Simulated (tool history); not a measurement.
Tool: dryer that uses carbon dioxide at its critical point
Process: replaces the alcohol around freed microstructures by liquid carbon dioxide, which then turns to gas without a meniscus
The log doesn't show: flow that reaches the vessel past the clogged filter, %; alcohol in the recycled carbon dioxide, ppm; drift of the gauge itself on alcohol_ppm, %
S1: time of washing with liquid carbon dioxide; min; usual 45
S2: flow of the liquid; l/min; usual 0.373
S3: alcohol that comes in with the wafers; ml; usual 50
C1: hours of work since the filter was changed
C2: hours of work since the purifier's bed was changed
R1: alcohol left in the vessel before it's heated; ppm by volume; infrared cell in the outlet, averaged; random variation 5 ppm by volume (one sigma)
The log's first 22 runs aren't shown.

run 23 hour=495.5 | S1=45 S2=0.373 S3=50 | C1=79 C2=1242 | R1=273
-- hour=516.8 purifier's bed changed
run 24 hour=532.4 | S1=45 S2=0.373 S3=50 | C1=103 C2=11 | R1=78
run 25 hour=568.1 | S1=45 S2=0.373 S3=50 | C1=127 C2=35 | R1=100
run 26 hour=590 | S1=45 S2=0.517 S3=41 | C1=142 C2=50 | R1=28
run 27 hour=611.2 | S1=45 S2=0.517 S3=41 | C1=157 C2=65 | R1=20
run 28 hour=642 | S1=39 S2=0.312 S3=50 | C1=178 C2=86 | R1=508
-- hour=652 inlet filter changed
run 29 hour=664.2 | S1=45 S2=0.258 S3=66 | C1=8 C2=101 | R1=409
run 30 hour=685.9 | S1=45 S2=0.258 S3=66 | C1=23 C2=116 | R1=437
run 31 hour=711.4 | S1=45 S2=0.258 S3=66 | C1=41 C2=133 | R1=462
run 32 hour=745 | S1=45 S2=0.258 S3=66 | C1=64 C2=157 | R1=496
run 33 hour=764.4 | S1=30 S2=0.44 S3=93 | C1=77 C2=170 | R1=443
run 34 hour=788.3 | S1=30 S2=0.44 S3=29 | C1=94 C2=186 | R1=176
run 35 hour=819.1 | S1=39 S2=0.303 S3=47 | C1=115 C2=208 | R1=457
run 36 hour=853.9 | S1=39 S2=0.303 S3=47 | C1=139 C2=232 | R1=493
run 37 hour=870.8 | S1=39 S2=0.303 S3=47 | C1=151 C2=243 | R1=520
run 38 hour=904.6 | S1=69 S2=0.61 S3=28 | C1=174 C2=267 | R1=55
-- hour=921.5 inlet filter changed
run 39 hour=924.6 | S1=69 S2=0.61 S3=28 | C1=2 C2=280 | R1=45
run 40 hour=944.6 | S1=69 S2=0.61 S3=28 | C1=16 C2=293 | R1=56
run 41 hour=972.3 | S1=42 S2=0.346 S3=58 | C1=35 C2=312 | R1=187
run 42 hour=998.8 | S1=32 S2=0.224 S3=58 | C1=53 C2=331 | R1=2068
run 43 hour=1019.5 | S1=49 S2=0.224 S3=58 | C1=68 C2=345 | R1=588
run 44 hour=1052 | S1=49 S2=0.224 S3=58 | C1=90 C2=367 | R1=663
run 45 hour=1084.2 | S1=40 S2=0.36 S3=34 | C1=112 C2=390 | R1=191
run 46 hour=1112 | S1=50 S2=0.36 S3=34 | C1=131 C2=409 | R1=119

4 ways to go on from here, each from the tool as it stands after run 46. What would each give?
run A hour=1131.6 | S1=50 S2=0.494 S3=119 | C1=145 C2=422 | R1=?
run B hour=1131.6 | S1=65 S2=0.387 S3=50 | C1=145 C2=422 | R1=?
run C hour=1131.6 | S1=50 S2=0.377 S3=34 | C1=145 C2=422 | R1=?
run D hour=1131.6 | S1=36 S2=0.508 S3=34 | C1=145 C2=422 | R1=?

run=A R1=97
run=B R1=82
run=C R1=107
run=D R1=125
Without the tool's hidden state the same runs would have given:
run=A R1=13
run=B R1=4
run=C R1=15
run=D R1=27
